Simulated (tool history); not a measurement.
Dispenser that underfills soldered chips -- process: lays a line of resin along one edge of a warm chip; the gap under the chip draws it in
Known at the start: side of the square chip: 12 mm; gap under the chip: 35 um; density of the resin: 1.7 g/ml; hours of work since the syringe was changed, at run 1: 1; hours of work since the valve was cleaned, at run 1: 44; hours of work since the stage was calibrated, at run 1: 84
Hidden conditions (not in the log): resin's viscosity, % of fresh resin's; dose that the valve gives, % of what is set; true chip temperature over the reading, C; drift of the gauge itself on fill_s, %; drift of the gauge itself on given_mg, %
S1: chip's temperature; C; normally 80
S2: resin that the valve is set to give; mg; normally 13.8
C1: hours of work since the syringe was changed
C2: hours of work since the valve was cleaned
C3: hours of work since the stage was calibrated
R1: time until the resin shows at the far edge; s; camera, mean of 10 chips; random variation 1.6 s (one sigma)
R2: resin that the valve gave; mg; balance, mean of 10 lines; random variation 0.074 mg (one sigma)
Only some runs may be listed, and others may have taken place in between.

run,hour,S1,S2,C1,C2,C3,R1,R2
1,0,80,13.8,1,44,84,158.7,13.41
2,4.3,79,13.8,4,46,86,180.8,13.31
3,6.8,88,13.8,5,48,88,120.8,13.4
4,10.4,88,13.8,7,50,90,127.3,13.43
# hour 12.2: new syringe of resin
5,14.1,88,13.8,1,52,92,107.2,13.29
6,17.3,88,13.8,3,54,94,112,13.4
7,20.7,80,13.8,5,56,96,179.3,13.28
8,24.4,80,13.8,7,58,98,190.8,13.33
# hour 26.3: new syringe of resin
9,28.2,80,13.8,1,60,101,160.1,13.35
10,31.6,80,13.8,3,62,103,171.2,13.25
11,35,80,13.8,5,64,105,181.8,13.32
12,38.5,90,13.8,7,67,107,116.1,13.22
# hour 40: new syringe of resin
13,42.3,80,13,1,69,109,159.7,12.41
14,45.6,80,16.6,3,71,111,169.6,16
15,48.3,80,13.8,5,72,113,179.8,13.1
16,52.6,80,12.1,8,75,115,199.1,11.6
# hour 53.8: new syringe of resin
17,55.1,67,13.8,1,76,117,321.8,13.17
18,58.1,67,13.8,3,78,118,335.8,13.19
19,60.5,72,16.8,4,80,120,257.1,15.88
20,63,72,16.8,6,81,121,280.3,15.97
21,65.2,80,12.8,7,82,123,197.3,12.28
# hour 67.6: new syringe of resin
22,69,80,12.8,1,84,125,160.5,12.11
23,71.4,78,13.8,2,86,126,179,12.99
24,73.8,78,13.1,4,87,128,192.9,12.48
25,78.1,78,13.1,6,90,130,207.9,12.47
# hour 81.4: new syringe of resin
26,82.4,78,14.5,1,92,133,173.2,13.59
# hour 84.5: dispensing valve cleaned and set on the balance
27,85.6,75,14.3,2,1,134,209.4,14.25
28,88.7,75,14.3,4,2,136,225.8,14.14
29,91,75,14.3,5,4,137,233,14.27
30,94,69,12.3,7,6,139,349.7,12.15
# hour 96.3: new syringe of resin
31,98.5,82,14.4,1,8,142,144.9,14.17
32,100.7,82,14.4,3,10,143,150.5,14.36
33,104.1,71,14.6,5,12,145,279.1,14.51

Hidden condition of the tool, last listed run before each entry between runs versus first listed run after:
Between runs 4 and 5: new syringe of resin (hour 12.2)
  resin's viscosity, % of fresh resin's: 123.5 -> 102.6; dose that the valve gives, % of what is set: 96.97 -> 96.84; true chip temperature over the reading, C: 0.45 -> 0.46
  measured value less the no-hidden-state value, R1: +22.3 -> +0.8 s; R2: -0.42 -> -0.43 mg
Between runs 8 and 9: new syringe of resin (hour 26.3)
  resin's viscosity, % of fresh resin's: 124.1 -> 102.9; dose that the valve gives, % of what is set: 96.44 -> 96.3
  measured value less the no-hidden-state value, R1: +34 -> +1.3 s; R2: -0.49 -> -0.51 mg
Between runs 12 and 13: new syringe of resin (hour 40)
  resin's viscosity, % of fresh resin's: 124.4 -> 103.9; dose that the valve gives, % of what is set: 95.89 -> 95.76; true chip temperature over the reading, C: 0.5 -> 0.51
  measured value less the no-hidden-state value, R1: +20.9 -> +3 s; R2: -0.57 -> -0.55 mg
Between runs 16 and 17: new syringe of resin (hour 53.8)
  resin's viscosity, % of fresh resin's: 125.9 -> 103.1; dose that the valve gives, % of what is set: 95.36 -> 95.28
  measured value less the no-hidden-state value, R1: +38.5 -> +2.2 s; R2: -0.56 -> -0.66 mg
Between runs 21 and 22: new syringe of resin (hour 67.6)
  resin's viscosity, % of fresh resin's: 124.2 -> 102.4; dose that the valve gives, % of what is set: 94.89 -> 94.75; true chip temperature over the reading, C: 0.55 -> 0.56
  measured value less the no-hidden-state value, R1: +35.4 -> +0.7 s; R2: -0.66 -> -0.67 mg
Between runs 25 and 26: new syringe of resin (hour 81.4)
  resin's viscosity, % of fresh resin's: 121 -> 102.5; dose that the valve gives, % of what is set: 94.41 -> 94.25; true chip temperature over the reading, C: 0.57 -> 0.58
  measured value less the no-hidden-state value, R1: +32.6 -> +0.1 s; R2: -0.74 -> -0.83 mg
Between runs 26 and 27: dispensing valve cleaned and set on the balance (hour 84.5)
  resin's viscosity, % of fresh resin's: 102.5 -> 106.9; dose that the valve gives, % of what is set: 94.25 -> 99.57
  measured value less the no-hidden-state value, R1: +0.1 -> +7.3 s; R2: -0.83 -> -0.06 mg
Between runs 30 and 31: new syringe of resin (hour 96.3)
  resin's viscosity, % of fresh resin's: 124.9 -> 104.5; dose that the valve gives, % of what is set: 99.25 -> 99.08; true chip temperature over the reading, C: 0.6 -> 0.61
  measured value less the no-hidden-state value, R1: +60.8 -> +1.9 s; R2: -0.09 -> -0.14 mg
